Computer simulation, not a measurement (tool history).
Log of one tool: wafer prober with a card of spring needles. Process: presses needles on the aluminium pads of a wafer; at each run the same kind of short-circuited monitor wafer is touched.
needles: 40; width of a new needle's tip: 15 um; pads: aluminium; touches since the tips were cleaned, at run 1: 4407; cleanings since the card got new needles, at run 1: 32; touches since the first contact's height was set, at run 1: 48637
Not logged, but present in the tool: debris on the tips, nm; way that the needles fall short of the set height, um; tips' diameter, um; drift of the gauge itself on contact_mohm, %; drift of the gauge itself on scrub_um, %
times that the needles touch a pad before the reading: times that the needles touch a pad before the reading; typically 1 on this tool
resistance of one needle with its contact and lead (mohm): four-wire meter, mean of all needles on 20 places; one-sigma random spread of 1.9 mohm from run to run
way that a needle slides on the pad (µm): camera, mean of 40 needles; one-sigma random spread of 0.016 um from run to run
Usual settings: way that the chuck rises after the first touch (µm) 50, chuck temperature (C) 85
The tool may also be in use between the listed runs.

run   hour  way that the chuck rises after the first touch (µm)  chuck temperature (C)  times that the needles touch a pad before the reading  touches since the tips were cleaned  cleanings since the card got new needles  touches since the first contact's height was set  resistance of one needle with its contact and lead (mohm)  way that a needle slides on the pad (µm)
  1    0.0                                                   50                     85                                                      1                                 4407                                        32                                             48637                                                        267                                      8.06
      11.6  -- tips cleaned on abrasive film
  2   19.7                                                   50                     85                                                      1                                 4065                                        33                                             58465                                                        268                                      8.03
      29.4  -- tips cleaned on abrasive film
  3   35.4                                                   50                     85                                                      1                                 3013                                        34                                             66269                                                        265                                      8.04
      49.2  -- tips cleaned on abrasive film
  4   58.9                                                   50                     85                                                      1                                 4865                                        35                                             77977                                                        271                                      8.01
      68.4  -- tips cleaned on abrasive film
  5   75.9                                                   50                     85                                                      2                                 3765                                        36                                             86424                                                        241                                      8.04
      88.7  -- tips cleaned on abrasive film
     108.2  -- tips cleaned on abrasive film
  6  111.2                                                   50                     85                                                      2                                 1467                                        38                                            103967                                                        229                                      8.03
     126.2  -- tips cleaned on abrasive film
  7  141.4                                                   50                     85                                                      2                                 7581                                        39                                            119019                                                        248                                      8.00
     145.0  -- tips cleaned on abrasive film
     165.2  -- tips cleaned on abrasive film
     165.5  -- height of the first contact set anew
  8  166.7                                                   50                     34                                                      2                                  594                                        41                                               594                                                        210                                      8.10
     185.3  -- tips cleaned on abrasive film
  9  202.3                                                   50                     34                                                      2                                 8507                                        42                                             18366                                                        238                                      8.09
     204.1  -- tips cleaned on abrasive film
     222.5  -- tips cleaned on abrasive film
 10  235.0                                                   50                     34                                                      2                                 6261                                        44                                             34628                                                        240                                      8.10
     241.5  -- tips cleaned on abrasive film
 11  255.6                                                   50                     85                                                      3                                 7062                                        45                                             44905                                                        226                                      8.05
     260.2  -- tips cleaned on abrasive film
 12  276.8                                                   59                     85                                                      3                                 8295                                        46                                             55425                                                        221                                      9.49
     279.4  -- tips cleaned on abrasive film
     297.5  -- tips cleaned on abrasive film
 13  301.4                                                   65                     85                                                      3                                 1951                                        48                                             67679                                                        216                                     10.44
     315.9  -- tips cleaned on abrasive film
 14  325.7                                                   65                     85                                                      3                                 4870                                        49                                             79742                                                        216                                     10.46
     334.0  -- tips cleaned on abrasive film
     354.7  -- tips cleaned on abrasive film
 15  356.7                                                   65                     85                                                      3                                 1038                                        51                                             95201                                                        208                                     10.48
     373.5  -- tips cleaned on abrasive film
 16  374.5                                                   50                     81                                                      1                                  470                                        52                                            104019                                                        228                                      7.98
     391.5  -- tips cleaned on abrasive film
 17  395.4                                                   39                    118                                                      1                                 1954                                        53                                            114466                                                        296                                      6.21
     411.1  -- tips cleaned on abrasive film
 18  419.6                                                   39                    118                                                      1                                 4252                                        54                                            126494                                                        315                                      6.21
     428.3  -- height of the first contact set anew
     430.7  -- tips cleaned on abrasive film
 19  443.6                                                   39                    118                                                      1                                 6457                                        55                                              7611                                                        315                                      6.32
     450.7  -- tips cleaned on abrasive film
 20  464.1                                                   69                    118                                                      2                                 6717                                        56                                             17801                                                        233                                     11.12
     469.7  -- tips cleaned on abrasive film
 21  485.6                                                   50                     81                                                      2                                 7967                                        57                                             28491                                                        246                                      8.10
     488.0  -- tips cleaned on abrasive film
     508.2  -- tips cleaned on abrasive film
 22  522.3                                                   38                     80                                                      2                                 7028                                        59                                             46762                                                        280                                      6.10
     527.7  -- tips cleaned on abrasive film
     546.8  -- tips cleaned on abrasive film
 23  551.3                                                   38                     80                                                      2                                 2228                                        61                                             61174                                                        266                                      6.10
     565.9  -- tips cleaned on abrasive film
 24  581.4                                                   54                     80                                                      2                                 7736                                        62                                             76178                                                        241                                      8.67
     584.7  -- tips cleaned on abrasive film
     603.5  -- tips cleaned on abrasive film
 25  613.1                                                   54                     80                                                      2                                 4812                                        64                                             91944                                                        241                                      8.65
     623.2  -- tips cleaned on abrasive film
 26  639.1                                                   54                     80                                                      2                                 7937                                        65                                            104920                                                        244                                      8.67
     641.9  -- tips cleaned on abrasive film
 27  654.8                                                   69                     37                                                      3                                 6471                                        66                                            112740                                                        202                                     11.04
     662.0  -- tips cleaned on abrasive film
     679.9  -- tips cleaned on abrasive film
 28  687.5                                                   69                     37                                                      3                                 3830                                        68                                            129004                                                        211                                     11.06
     691.9  -- height of the first contact set anew
     700.4  -- tips cleaned on abrasive film
 29  712.3                                                   69                     37                                                      3                                 5973                                        69                                             10192                                                        207                                     11.19
     720.1  -- tips cleaned on abrasive film
     738.8  -- tips cleaned on abrasive film
 30  748.7                                                   69                     37                                                      3                                 4979                                        71                                             28312                                                        210                                     11.17

For each entry between runs, how does the tool's hidden state at the last listed run before it compare with that at the first listed run after it?
Logged between run 1 and run 2: tips cleaned on abrasive film (hour 11.6)
  debris on the tips, nm: 179.3 -> 167.1; way that the needles fall short of the set height, um: 0.27 -> 0.34; tips' diameter, um: 15.67 -> 15.69
  measured value less the no-hidden-state value, resistance of one needle with its contact and lead (mohm): +69 -> +65; way that a needle slides on the pad (µm): -0.05 -> -0.06
Logged between run 2 and run 3: tips cleaned on abrasive film (hour 29.4)
  debris on the tips, nm: 167.1 -> 161.9; way that the needles fall short of the set height, um: 0.34 -> 0.4; tips' diameter, um: 15.69 -> 15.71
  measured value less the no-hidden-state value, resistance of one needle with its contact and lead (mohm): +65 -> +63; way that a needle slides on the pad (µm): -0.06 -> -0.06
Logged between run 3 and run 4: tips cleaned on abrasive film (hour 49.2)
  debris on the tips, nm: 161.9 -> 179.5; way that the needles fall short of the set height, um: 0.4 -> 0.45; tips' diameter, um: 15.71 -> 15.73
  measured value less the no-hidden-state value, resistance of one needle with its contact and lead (mohm): +63 -> +70; way that a needle slides on the pad (µm): -0.06 -> -0.08
Logged between run 4 and run 5: tips cleaned on abrasive film (hour 68.4)
  debris on the tips, nm: 179.5 -> 164.8; way that the needles fall short of the set height, um: 0.45 -> 0.5; tips' diameter, um: 15.73 -> 15.75
  measured value less the no-hidden-state value, resistance of one needle with its contact and lead (mohm): +70 -> +39; way that a needle slides on the pad (µm): -0.08 -> -0.08
Logged between run 5 and run 6: tips cleaned on abrasive film (hour 88.7); tips cleaned on abrasive film (hour 108.2)
  debris on the tips, nm: 164.8 -> 117.5; way that the needles fall short of the set height, um: 0.5 -> 0.63; tips' diameter, um: 15.75 -> 15.8
  measured value less the no-hidden-state value, resistance of one needle with its contact and lead (mohm): +39 -> +28; way that a needle slides on the pad (µm): -0.08 -> -0.10
Logged between run 6 and run 7: tips cleaned on abrasive film (hour 126.2)
  debris on the tips, nm: 117.5 -> 182.4; way that the needles fall short of the set height, um: 0.63 -> 0.69; tips' diameter, um: 15.8 -> 15.82
  measured value less the no-hidden-state value, resistance of one needle with its contact and lead (mohm): +28 -> +45; way that a needle slides on the pad (µm): -0.10 -> -0.11
Logged between run 7 and run 8: tips cleaned on abrasive film (hour 145.0); tips cleaned on abrasive film (hour 165.2); height of the first contact set anew (hour 165.5)
  debris on the tips, nm: 182.4 -> 66.7; way that the needles fall short of the set height, um: 0.69 -> 0; tips' diameter, um: 15.82 -> 15.86
  measured value less the no-hidden-state value, resistance of one needle with its contact and lead (mohm): +45 -> +17; way that a needle slides on the pad (µm): -0.11 -> +0.00
Logged between run 8 and run 9: tips cleaned on abrasive film (hour 185.3)
  debris on the tips, nm: 66.7 -> 183.2; way that the needles fall short of the set height, um: 0 -> 0.07; tips' diameter, um: 15.86 -> 15.88
  measured value less the no-hidden-state value, resistance of one needle with its contact and lead (mohm): +17 -> +47; way that a needle slides on the pad (µm): +0.00 -> -0.01
Logged between run 9 and run 10: tips cleaned on abrasive film (hour 204.1); tips cleaned on abrasive film (hour 222.5)
  debris on the tips, nm: 183.2 -> 180.7; way that the needles fall short of the set height, um: 0.07 -> 0.2; tips' diameter, um: 15.88 -> 15.93
  measured value less the no-hidden-state value, resistance of one needle with its contact and lead (mohm): +47 -> +47; way that a needle slides on the pad (µm): -0.01 -> -0.03
Logged between run 10 and run 11: tips cleaned on abrasive film (hour 241.5)
  debris on the tips, nm: 180.7 -> 181.4; way that the needles fall short of the set height, um: 0.2 -> 0.27; tips' diameter, um: 15.93 -> 15.95
  measured value less the no-hidden-state value, resistance of one needle with its contact and lead (mohm): +47 -> +26; way that a needle slides on the pad (µm): -0.03 -> -0.04
Logged between run 11 and run 12: tips cleaned on abrasive film (hour 260.2)
  debris on the tips, nm: 181.4 -> 182.2; way that the needles fall short of the set height, um: 0.27 -> 0.33; tips' diameter, um: 15.95 -> 15.97
  measured value less the no-hidden-state value, resistance of one needle with its contact and lead (mohm): +26 -> +20; way that a needle slides on the pad (µm): -0.04 -> -0.05
Logged between run 12 and run 13: tips cleaned on abrasive film (hour 279.4); tips cleaned on abrasive film (hour 297.5)
  debris on the tips, nm: 182.2 -> 151.4; way that the needles fall short of the set height, um: 0.33 -> 0.46; tips' diameter, um: 15.97 -> 16.02
  measured value less the no-hidden-state value, resistance of one needle with its contact and lead (mohm): +20 -> +14; way that a needle slides on the pad (µm): -0.05 -> -0.08
Logged between run 13 and run 14: tips cleaned on abrasive film (hour 315.9)
  debris on the tips, nm: 151.4 -> 170.6; way that the needles fall short of the set height, um: 0.46 -> 0.51; tips' diameter, um: 16.02 -> 16.04
  measured value less the no-hidden-state value, resistance of one needle with its contact and lead (mohm): +14 -> +16; way that a needle slides on the pad (µm): -0.08 -> -0.08
Logged between run 14 and run 15: tips cleaned on abrasive film (hour 334.0); tips cleaned on abrasive film (hour 354.7)
  debris on the tips, nm: 170.6 -> 86.7; way that the needles fall short of the set height, um: 0.51 -> 0.64; tips' diameter, um: 16.04 -> 16.08
  measured value less the no-hidden-state value, resistance of one needle with its contact and lead (mohm): +16 -> +8; way that a needle slides on the pad (µm): -0.08 -> -0.10
Logged between run 15 and run 16: tips cleaned on abrasive film (hour 373.5)
  debris on the tips, nm: 86.7 -> 59.1; way that the needles fall short of the set height, um: 0.64 -> 0.69; tips' diameter, um: 16.08 -> 16.1
  measured value less the no-hidden-state value, resistance of one needle with its contact and lead (mohm): +8 -> +26; way that a needle slides on the pad (µm): -0.10 -> -0.11
Logged between run 16 and run 17: tips cleaned on abrasive film (hour 391.5)
  debris on the tips, nm: 59.1 -> 133.4; way that the needles fall short of the set height, um: 0.69 -> 0.77; tips' diameter, um: 16.1 -> 16.13
  measured value less the no-hidden-state value, resistance of one needle with its contact and lead (mohm): +26 -> +82; way that a needle slides on the pad (µm): -0.11 -> -0.12
Logged between run 17 and run 18: tips cleaned on abrasive film (hour 411.1)
  debris on the tips, nm: 133.4 -> 172.3; way that the needles fall short of the set height, um: 0.77 -> 0.83; tips' diameter, um: 16.13 -> 16.15
  measured value less the no-hidden-state value, resistance of one needle with its contact and lead (mohm): +82 -> +104; way that a needle slides on the pad (µm): -0.12 -> -0.13
Logged between run 18 and run 19: height of the first contact set anew (hour 428.3); tips cleaned on abrasive film (hour 430.7)
  debris on the tips, nm: 172.3 -> 181.6; way that the needles fall short of the set height, um: 0.83 -> 0.05; tips' diameter, um: 16.15 -> 16.17
  measured value less the no-hidden-state value, resistance of one needle with its contact and lead (mohm): +104 -> +105; way that a needle slides on the pad (µm): -0.13 -> -0.01
Logged between run 19 and run 20: tips cleaned on abrasive film (hour 450.7)
  debris on the tips, nm: 181.6 -> 180.8; way that the needles fall short of the set height, um: 0.05 -> 0.13; tips' diameter, um: 16.17 -> 16.19
  measured value less the no-hidden-state value, resistance of one needle with its contact and lead (mohm): +105 -> +25; way that a needle slides on the pad (µm): -0.01 -> -0.03
Logged between run 20 and run 21: tips cleaned on abrasive film (hour 469.7)
  debris on the tips, nm: 180.8 -> 182.7; way that the needles fall short of the set height, um: 0.13 -> 0.17; tips' diameter, um: 16.19 -> 16.21
  measured value less the no-hidden-state value, resistance of one needle with its contact and lead (mohm): +25 -> +45; way that a needle slides on the pad (µm): -0.03 -> -0.03
Logged between run 21 and run 22: tips cleaned on abrasive film (hour 488.0); tips cleaned on abrasive film (hour 508.2)
  debris on the tips, nm: 182.7 -> 181.9; way that the needles fall short of the set height, um: 0.17 -> 0.31; tips' diameter, um: 16.21 -> 16.26
  measured value less the no-hidden-state value, resistance of one needle with its contact and lead (mohm): +45 -> +74; way that a needle slides on the pad (µm): -0.03 -> -0.05
Logged between run 22 and run 23: tips cleaned on abrasive film (hour 527.7); tips cleaned on abrasive film (hour 546.8)
  debris on the tips, nm: 181.9 -> 142.1; way that the needles fall short of the set height, um: 0.31 -> 0.43; tips' diameter, um: 16.26 -> 16.3
  measured value less the no-hidden-state value, resistance of one needle with its contact and lead (mohm): +74 -> +59; way that a needle slides on the pad (µm): -0.05 -> -0.07
Logged between run 23 and run 24: tips cleaned on abrasive film (hour 565.9)
  debris on the tips, nm: 142.1 -> 182.2; way that the needles fall short of the set height, um: 0.43 -> 0.5; tips' diameter, um: 16.3 -> 16.32
  measured value less the no-hidden-state value, resistance of one needle with its contact and lead (mohm): +59 -> +40; way that a needle slides on the pad (µm): -0.07 -> -0.08
Logged between run 24 and run 25: tips cleaned on abrasive film (hour 584.7); tips cleaned on abrasive film (hour 603.5)
  debris on the tips, nm: 182.2 -> 179.2; way that the needles fall short of the set height, um: 0.5 -> 0.61; tips' diameter, um: 16.32 -> 16.36
  measured value less the no-hidden-state value, resistance of one needle with its contact and lead (mohm): +40 -> +40; way that a needle slides on the pad (µm): -0.08 -> -0.10
Logged between run 25 and run 26: tips cleaned on abrasive film (hour 623.2)
  debris on the tips, nm: 179.2 -> 182.2; way that the needles fall short of the set height, um: 0.61 -> 0.66; tips' diameter, um: 16.36 -> 16.38
  measured value less the no-hidden-state value, resistance of one needle with its contact and lead (mohm): +40 -> +41; way that a needle slides on the pad (µm): -0.10 -> -0.11
Logged between run 26 and run 27: tips cleaned on abrasive film (hour 641.9)
  debris on the tips, nm: 182.2 -> 180.6; way that the needles fall short of the set height, um: 0.66 -> 0.74; tips' diameter, um: 16.38 -> 16.41
  measured value less the no-hidden-state value, resistance of one needle with its contact and lead (mohm): +41 -> +17; way that a needle slides on the pad (µm): -0.11 -> -0.12
Logged between run 27 and run 28: tips cleaned on abrasive film (hour 662.0); tips cleaned on abrasive film (hour 679.9)
  debris on the tips, nm: 180.6 -> 168.8; way that the needles fall short of the set height, um: 0.74 -> 0.86; tips' diameter, um: 16.41 -> 16.45
  measured value less the no-hidden-state value, resistance of one needle with its contact and lead (mohm): +17 -> +16; way that a needle slides on the pad (µm): -0.12 -> -0.14
Logged between run 28 and run 29: height of the first contact set anew (hour 691.9); tips cleaned on abrasive film (hour 700.4)
  debris on the tips, nm: 168.8 -> 176.9; way that the needles fall short of the set height, um: 0.86 -> 0.04; tips' diameter, um: 16.45 -> 16.47
  measured value less the no-hidden-state value, resistance of one needle with its contact and lead (mohm): +16 -> +17; way that a needle slides on the pad (µm): -0.14 -> -0.01
Logged between run 29 and run 30: tips cleaned on abrasive film (hour 720.1); tips cleaned on abrasive film (hour 738.8)
  debris on the tips, nm: 176.9 -> 178.6; way that the needles fall short of the set height, um: 0.04 -> 0.17; tips' diameter, um: 16.47 -> 16.51
  measured value less the no-hidden-state value, resistance of one needle with its contact and lead (mohm): +17 -> +17; way that a needle slides on the pad (µm): -0.01 -> -0.03

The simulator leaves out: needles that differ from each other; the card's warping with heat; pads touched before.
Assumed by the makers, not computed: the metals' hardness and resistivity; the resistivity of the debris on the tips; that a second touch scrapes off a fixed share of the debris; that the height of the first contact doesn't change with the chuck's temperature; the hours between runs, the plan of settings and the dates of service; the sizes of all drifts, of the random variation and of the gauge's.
